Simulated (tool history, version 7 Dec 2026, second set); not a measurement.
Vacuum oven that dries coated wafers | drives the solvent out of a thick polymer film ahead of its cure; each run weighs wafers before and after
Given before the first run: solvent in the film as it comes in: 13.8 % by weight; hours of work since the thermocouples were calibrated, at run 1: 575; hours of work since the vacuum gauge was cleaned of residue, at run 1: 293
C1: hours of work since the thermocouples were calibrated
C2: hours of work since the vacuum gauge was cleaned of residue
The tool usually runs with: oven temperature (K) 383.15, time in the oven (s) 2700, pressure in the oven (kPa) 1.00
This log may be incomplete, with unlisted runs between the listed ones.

run 1 hour=0.0 | oven_temperature_(K)=383.15 time_in_the_oven_(s)=2700 pressure_in_the_oven_(kPa)=1.00 | C1=575 C2=293 | solvent_left_in_the_film_(%)=1.154
run 2 hour=11.3 | oven_temperature_(K)=383.15 time_in_the_oven_(s)=2700 pressure_in_the_oven_(kPa)=1.00 | C1=584 C2=302 | solvent_left_in_the_film_(%)=1.154
run 3 hour=21.5 | oven_temperature_(K)=383.15 time_in_the_oven_(s)=2700 pressure_in_the_oven_(kPa)=1.00 | C1=592 C2=310 | solvent_left_in_the_film_(%)=1.153
run 4 hour=28.0 | oven_temperature_(K)=383.15 time_in_the_oven_(s)=2700 pressure_in_the_oven_(kPa)=2.27 | C1=597 C2=315 | solvent_left_in_the_film_(%)=1.502
run 5 hour=34.7 | oven_temperature_(K)=383.15 time_in_the_oven_(s)=2400 pressure_in_the_oven_(kPa)=2.27 | C1=602 C2=320 | solvent_left_in_the_film_(%)=1.773
run 6 hour=41.3 | oven_temperature_(K)=383.15 time_in_the_oven_(s)=2700 pressure_in_the_oven_(kPa)=1.00 | C1=607 C2=325 | solvent_left_in_the_film_(%)=1.152
run 7 hour=51.3 | oven_temperature_(K)=383.15 time_in_the_oven_(s)=2700 pressure_in_the_oven_(kPa)=0.75 | C1=615 C2=333 | solvent_left_in_the_film_(%)=1.083
run 8 hour=61.3 | oven_temperature_(K)=383.15 time_in_the_oven_(s)=2700 pressure_in_the_oven_(kPa)=0.75 | C1=623 C2=340 | solvent_left_in_the_film_(%)=1.081
run 9 hour=67.5 | oven_temperature_(K)=383.15 time_in_the_oven_(s)=2700 pressure_in_the_oven_(kPa)=0.75 | C1=627 C2=345 | solvent_left_in_the_film_(%)=1.080
run 10 hour=80.1 | oven_temperature_(K)=383.15 time_in_the_oven_(s)=2700 pressure_in_the_oven_(kPa)=1.00 | C1=637 C2=355 | solvent_left_in_the_film_(%)=1.152
run 11 hour=91.9 | oven_temperature_(K)=383.15 time_in_the_oven_(s)=2700 pressure_in_the_oven_(kPa)=1.84 | C1=646 C2=364 | solvent_left_in_the_film_(%)=1.385
run 12 hour=101.8 | oven_temperature_(K)=383.15 time_in_the_oven_(s)=2700 pressure_in_the_oven_(kPa)=1.00 | C1=654 C2=372 | solvent_left_in_the_film_(%)=1.152
run 13 hour=111.0 | oven_temperature_(K)=383.15 time_in_the_oven_(s)=2700 pressure_in_the_oven_(kPa)=1.00 | C1=661 C2=379 | solvent_left_in_the_film_(%)=1.154
-- hour=113.4 vacuum gauge cleaned of residue and calibrated
run 14 hour=124.0 | oven_temperature_(K)=383.15 time_in_the_oven_(s)=2700 pressure_in_the_oven_(kPa)=1.00 | C1=669 C2=8 | solvent_left_in_the_film_(%)=1.159
run 15 hour=136.0 | oven_temperature_(K)=383.15 time_in_the_oven_(s)=2700 pressure_in_the_oven_(kPa)=1.00 | C1=679 C2=17 | solvent_left_in_the_film_(%)=1.161
run 16 hour=145.9 | oven_temperature_(K)=383.15 time_in_the_oven_(s)=2700 pressure_in_the_oven_(kPa)=1.00 | C1=686 C2=25 | solvent_left_in_the_film_(%)=1.156
run 17 hour=158.5 | oven_temperature_(K)=383.15 time_in_the_oven_(s)=2700 pressure_in_the_oven_(kPa)=1.00 | C1=696 C2=35 | solvent_left_in_the_film_(%)=1.152
run 18 hour=168.5 | oven_temperature_(K)=383.15 time_in_the_oven_(s)=2700 pressure_in_the_oven_(kPa)=1.00 | C1=704 C2=42 | solvent_left_in_the_film_(%)=1.156
run 19 hour=180.4 | oven_temperature_(K)=387.15 time_in_the_oven_(s)=3420 pressure_in_the_oven_(kPa)=1.14 | C1=713 C2=51 | solvent_left_in_the_film_(%)=0.521
-- hour=187.5 vacuum gauge cleaned of residue and calibrated, once more
run 20 hour=191.1 | oven_temperature_(K)=387.15 time_in_the_oven_(s)=3420 pressure_in_the_oven_(kPa)=1.14 | C1=720 C2=3 | solvent_left_in_the_film_(%)=0.489
run 21 hour=200.5 | oven_temperature_(K)=389.15 time_in_the_oven_(s)=1740 pressure_in_the_oven_(kPa)=0.83 | C1=727 C2=10 | solvent_left_in_the_film_(%)=1.338
run 22 hour=207.0 | oven_temperature_(K)=384.15 time_in_the_oven_(s)=2700 pressure_in_the_oven_(kPa)=0.74 | C1=732 C2=15 | solvent_left_in_the_film_(%)=0.935
run 23 hour=217.8 | oven_temperature_(K)=378.15 time_in_the_oven_(s)=1500 pressure_in_the_oven_(kPa)=0.51 | C1=740 C2=23 | solvent_left_in_the_film_(%)=3.852
run 24 hour=226.6 | oven_temperature_(K)=378.15 time_in_the_oven_(s)=1500 pressure_in_the_oven_(kPa)=0.51 | C1=747 C2=30 | solvent_left_in_the_film_(%)=3.847
run 25 hour=236.8 | oven_temperature_(K)=378.15 time_in_the_oven_(s)=1500 pressure_in_the_oven_(kPa)=0.51 | C1=755 C2=38 | solvent_left_in_the_film_(%)=3.848
run 26 hour=243.7 | oven_temperature_(K)=378.15 time_in_the_oven_(s)=1500 pressure_in_the_oven_(kPa)=0.51 | C1=760 C2=43 | solvent_left_in_the_film_(%)=3.848
run 27 hour=250.8 | oven_temperature_(K)=381.15 time_in_the_oven_(s)=3360 pressure_in_the_oven_(kPa)=3.16 | C1=766 C2=49 | solvent_left_in_the_film_(%)=1.573
run 28 hour=258.9 | oven_temperature_(K)=389.15 time_in_the_oven_(s)=2400 pressure_in_the_oven_(kPa)=1.76 | C1=772 C2=55 | solvent_left_in_the_film_(%)=0.894
run 29 hour=265.2 | oven_temperature_(K)=372.15 time_in_the_oven_(s)=2700 pressure_in_the_oven_(kPa)=1.00 | C1=777 C2=60 | solvent_left_in_the_film_(%)=3.031
run 30 hour=272.7 | oven_temperature_(K)=389.15 time_in_the_oven_(s)=3120 pressure_in_the_oven_(kPa)=0.64 | C1=783 C2=65 | solvent_left_in_the_film_(%)=0.341
run 31 hour=282.8 | oven_temperature_(K)=389.15 time_in_the_oven_(s)=3120 pressure_in_the_oven_(kPa)=0.64 | C1=790 C2=73 | solvent_left_in_the_film_(%)=0.343
run 32 hour=289.5 | oven_temperature_(K)=389.15 time_in_the_oven_(s)=3120 pressure_in_the_oven_(kPa)=0.64 | C1=796 C2=78 | solvent_left_in_the_film_(%)=0.341
run 33 hour=297.2 | oven_temperature_(K)=383.15 time_in_the_oven_(s)=2700 pressure_in_the_oven_(kPa)=2.12 | C1=801 C2=84 | solvent_left_in_the_film_(%)=1.425

Consider 4 possible next runs. They are alternatives, not a sequence: every one starts from the tool as it was left by run 33. What does each give?
run A hour=306.0 | oven_temperature_(K)=390.15 time_in_the_oven_(s)=3720 pressure_in_the_oven_(kPa)=3.12 | C1=808 C2=91 | solvent_left_in_the_film_(%)=?
run B hour=306.0 | oven_temperature_(K)=375.15 time_in_the_oven_(s)=2700 pressure_in_the_oven_(kPa)=1.00 | C1=808 C2=91 | solvent_left_in_the_film_(%)=?
run C hour=306.0 | oven_temperature_(K)=397.15 time_in_the_oven_(s)=2760 pressure_in_the_oven_(kPa)=0.80 | C1=808 C2=91 | solvent_left_in_the_film_(%)=?
run D hour=306.0 | oven_temperature_(K)=383.15 time_in_the_oven_(s)=2760 pressure_in_the_oven_(kPa)=0.52 | C1=808 C2=91 | solvent_left_in_the_film_(%)=?

run=A solvent_left_in_the_film_(%)=0.794
run=B solvent_left_in_the_film_(%)=2.405
run=C solvent_left_in_the_film_(%)=0.203
run=D solvent_left_in_the_film_(%)=0.940
With the hidden condition removed and each run's random variation left untouched, the same runs would have given:
run=A solvent_left_in_the_film_(%)=0.839
run=B solvent_left_in_the_film_(%)=2.628
run=C solvent_left_in_the_film_(%)=0.224
run=D solvent_left_in_the_film_(%)=1.071

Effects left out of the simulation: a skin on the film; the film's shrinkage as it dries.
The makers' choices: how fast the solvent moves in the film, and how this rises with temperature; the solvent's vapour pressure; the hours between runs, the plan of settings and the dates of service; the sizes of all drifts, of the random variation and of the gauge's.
